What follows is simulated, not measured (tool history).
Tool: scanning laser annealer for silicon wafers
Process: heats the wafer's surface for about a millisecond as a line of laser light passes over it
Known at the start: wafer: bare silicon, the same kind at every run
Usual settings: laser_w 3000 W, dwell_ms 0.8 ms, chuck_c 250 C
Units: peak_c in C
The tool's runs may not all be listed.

{"run": 1, "day": 0.0, "laser_w": 3000, "dwell_ms": 0.8, "chuck_c": 250, "peak_c": 1042}
{"run": 2, "day": 1.733, "laser_w": 3000, "dwell_ms": 0.8, "chuck_c": 250, "peak_c": 1043}
{"run": 3, "day": 3.662, "laser_w": 3000, "dwell_ms": 0.8, "chuck_c": 250, "peak_c": 1044}
{"run": 4, "day": 5.804, "laser_w": 3000, "dwell_ms": 0.8, "chuck_c": 250, "peak_c": 1037}
{"run": 5, "day": 8.058, "laser_w": 3000, "dwell_ms": 0.69, "chuck_c": 250, "peak_c": 992}
{"run": 6, "day": 10.646, "laser_w": 3000, "dwell_ms": 0.8, "chuck_c": 287, "peak_c": 1074}
{"run": 7, "day": 12.588, "laser_w": 3000, "dwell_ms": 0.8, "chuck_c": 287, "peak_c": 1075}
{"run": 8, "day": 14.867, "laser_w": 3000, "dwell_ms": 0.8, "chuck_c": 287, "peak_c": 1071}
{"run": 9, "day": 16.821, "laser_w": 3000, "dwell_ms": 0.8, "chuck_c": 287, "peak_c": 1071}
{"run": 10, "day": 18.754, "laser_w": 3000, "dwell_ms": 0.8, "chuck_c": 250, "peak_c": 1033}
{"run": 11, "day": 21.292, "laser_w": 3000, "dwell_ms": 0.8, "chuck_c": 250, "peak_c": 1028}
{"run": 12, "day": 23.858, "laser_w": 3000, "dwell_ms": 0.8, "chuck_c": 250, "peak_c": 1030}
{"run": 13, "day": 25.621, "laser_w": 3000, "dwell_ms": 0.8, "chuck_c": 250, "peak_c": 1029}
{"run": 14, "day": 27.904, "laser_w": 3000, "dwell_ms": 0.8, "chuck_c": 250, "peak_c": 1027}
{"run": 15, "day": 30.029, "laser_w": 3000, "dwell_ms": 0.8, "chuck_c": 250, "peak_c": 1023}
{"run": 16, "day": 31.108, "laser_w": 3000, "dwell_ms": 0.8, "chuck_c": 250, "peak_c": 1025}
{"run": 17, "day": 32.95, "laser_w": 3000, "dwell_ms": 0.8, "chuck_c": 250, "peak_c": 1027}
{"run": 18, "day": 35.108, "laser_w": 2924, "dwell_ms": 0.8, "chuck_c": 250, "peak_c": 1003}
{"run": 19, "day": 37.308, "laser_w": 2924, "dwell_ms": 0.8, "chuck_c": 250, "peak_c": 996}
{"run": 20, "day": 39.567, "laser_w": 2924, "dwell_ms": 0.904, "chuck_c": 250, "peak_c": 1038}
{"run": 21, "day": 41.992, "laser_w": 3000, "dwell_ms": 0.8, "chuck_c": 234, "peak_c": 1001}
{"run": 22, "day": 43.1, "laser_w": 3000, "dwell_ms": 0.8, "chuck_c": 234, "peak_c": 1004}
{"run": 23, "day": 45.0, "laser_w": 3000, "dwell_ms": 0.8, "chuck_c": 287, "peak_c": 1058}
{"run": 24, "day": 46.538, "laser_w": 3000, "dwell_ms": 0.592, "chuck_c": 274, "peak_c": 950}
{"run": 25, "day": 48.746, "laser_w": 3000, "dwell_ms": 0.592, "chuck_c": 274, "peak_c": 945}
{"run": 26, "day": 50.083, "laser_w": 2851, "dwell_ms": 0.666, "chuck_c": 286, "peak_c": 950}
{"run": 27, "day": 51.225, "laser_w": 2746, "dwell_ms": 0.994, "chuck_c": 225, "peak_c": 977}
{"run": 28, "day": 53.746, "laser_w": 2719, "dwell_ms": 0.817, "chuck_c": 253, "peak_c": 932}
{"run": 29, "day": 54.917, "laser_w": 2832, "dwell_ms": 0.735, "chuck_c": 215, "peak_c": 901}
{"run": 30, "day": 56.688, "laser_w": 2858, "dwell_ms": 0.773, "chuck_c": 274, "peak_c": 978}
{"day": 57.783, "done": "window over the wafer cleaned"}
{"run": 31, "day": 58.117, "laser_w": 2858, "dwell_ms": 0.773, "chuck_c": 274, "peak_c": 1005}
{"run": 32, "day": 59.812, "laser_w": 2599, "dwell_ms": 0.731, "chuck_c": 241, "peak_c": 877}
{"run": 33, "day": 61.862, "laser_w": 3004, "dwell_ms": 0.626, "chuck_c": 227, "peak_c": 933}
{"run": 34, "day": 64.212, "laser_w": 3298, "dwell_ms": 0.655, "chuck_c": 214, "peak_c": 1025}
{"run": 35, "day": 66.533, "laser_w": 3000, "dwell_ms": 0.89, "chuck_c": 283, "peak_c": 1102}
{"run": 36, "day": 68.412, "laser_w": 3240, "dwell_ms": 0.715, "chuck_c": 251, "peak_c": 1071}
{"run": 37, "day": 69.483, "laser_w": 2939, "dwell_ms": 0.715, "chuck_c": 214, "peak_c": 940}
{"run": 38, "day": 71.533, "laser_w": 2939, "dwell_ms": 0.715, "chuck_c": 214, "peak_c": 939}
{"run": 39, "day": 73.242, "laser_w": 2556, "dwell_ms": 0.6, "chuck_c": 210, "peak_c": 777}
{"run": 40, "day": 74.412, "laser_w": 3274, "dwell_ms": 0.816, "chuck_c": 258, "peak_c": 1131}
{"run": 41, "day": 75.975, "laser_w": 3000, "dwell_ms": 0.764, "chuck_c": 222, "peak_c": 984}
{"run": 42, "day": 78.546, "laser_w": 3000, "dwell_ms": 0.679, "chuck_c": 269, "peak_c": 994}

Forecast each of these 3 alternatives for the next run:
{"run": "A", "day": 80.579, "laser_w": 3096, "dwell_ms": 0.679, "chuck_c": 269, "peak_c": "?"}
{"run": "B", "day": 80.579, "laser_w": 2922, "dwell_ms": 0.563, "chuck_c": 262, "peak_c": "?"}
{"run": "C", "day": 80.579, "laser_w": 3000, "dwell_ms": 0.8, "chuck_c": 272, "peak_c": "?"}

run=A peak_c=1021
run=B peak_c=910
run=C peak_c=1047
Without the tool's hidden state the same runs would have given:
run=A peak_c=1048
run=B peak_c=933
run=C peak_c=1075
